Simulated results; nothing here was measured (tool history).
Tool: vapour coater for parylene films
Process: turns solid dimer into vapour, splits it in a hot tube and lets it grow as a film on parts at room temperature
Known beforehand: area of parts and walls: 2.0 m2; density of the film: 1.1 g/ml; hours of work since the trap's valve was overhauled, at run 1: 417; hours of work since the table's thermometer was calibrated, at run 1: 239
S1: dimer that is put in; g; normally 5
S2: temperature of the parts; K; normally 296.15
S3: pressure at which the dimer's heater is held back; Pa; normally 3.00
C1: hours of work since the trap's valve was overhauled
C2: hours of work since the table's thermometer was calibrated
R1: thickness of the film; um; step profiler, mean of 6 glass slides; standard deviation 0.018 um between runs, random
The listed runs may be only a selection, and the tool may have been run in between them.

run 1 hour=0.0 | S1=5 S2=296.15 S3=3.00 | C1=417 C2=239 | R1=1.10
run 2 hour=53.2 | S1=5 S2=296.15 S3=3.00 | C1=446 C2=268 | R1=1.09
run 3 hour=101.1 | S1=5 S2=296.15 S3=3.00 | C1=473 C2=294 | R1=1.11
run 4 hour=142.5 | S1=5 S2=296.15 S3=3.00 | C1=496 C2=317 | R1=1.07
-- hour=157.7 trap's valve overhauled
run 5 hour=185.1 | S1=5 S2=296.15 S3=3.00 | C1=15 C2=338 | R1=1.22
run 6 hour=269.7 | S1=5 S2=296.15 S3=3.00 | C1=62 C2=385 | R1=1.16
run 7 hour=325.2 | S1=5 S2=296.15 S3=3.65 | C1=92 C2=416 | R1=1.18
run 8 hour=381.7 | S1=5 S2=296.15 S3=3.65 | C1=123 C2=447 | R1=1.12
run 9 hour=471.2 | S1=5 S2=295.15 S3=3.65 | C1=173 C2=496 | R1=1.19
run 10 hour=543.9 | S1=5 S2=288.15 S3=3.65 | C1=213 C2=536 | R1=1.50
run 11 hour=616.2 | S1=5 S2=294.15 S3=3.00 | C1=253 C2=576 | R1=1.22
run 12 hour=656.3 | S1=4 S2=298.15 S3=3.20 | C1=275 C2=598 | R1=0.85
run 13 hour=738.5 | S1=4 S2=298.15 S3=3.20 | C1=320 C2=643 | R1=0.83
run 14 hour=795.0 | S1=4 S2=293.15 S3=7.77 | C1=351 C2=674 | R1=0.92
run 15 hour=835.4 | S1=3 S2=302.15 S3=6.07 | C1=373 C2=697 | R1=0.49
run 16 hour=919.0 | S1=3 S2=302.15 S3=6.07 | C1=420 C2=743 | R1=0.47

Across each entry between runs, compare the hidden state at the last listed run before it with the hidden state at the first listed run after it:
In the gap between runs 4 and 5: trap's valve overhauled (hour 157.7)
  vapour lost through the trap's worn valve, %: 9.9 -> 0.6
  measured value less the no-hidden-state value, R1: -0.11 -> +0.00 um

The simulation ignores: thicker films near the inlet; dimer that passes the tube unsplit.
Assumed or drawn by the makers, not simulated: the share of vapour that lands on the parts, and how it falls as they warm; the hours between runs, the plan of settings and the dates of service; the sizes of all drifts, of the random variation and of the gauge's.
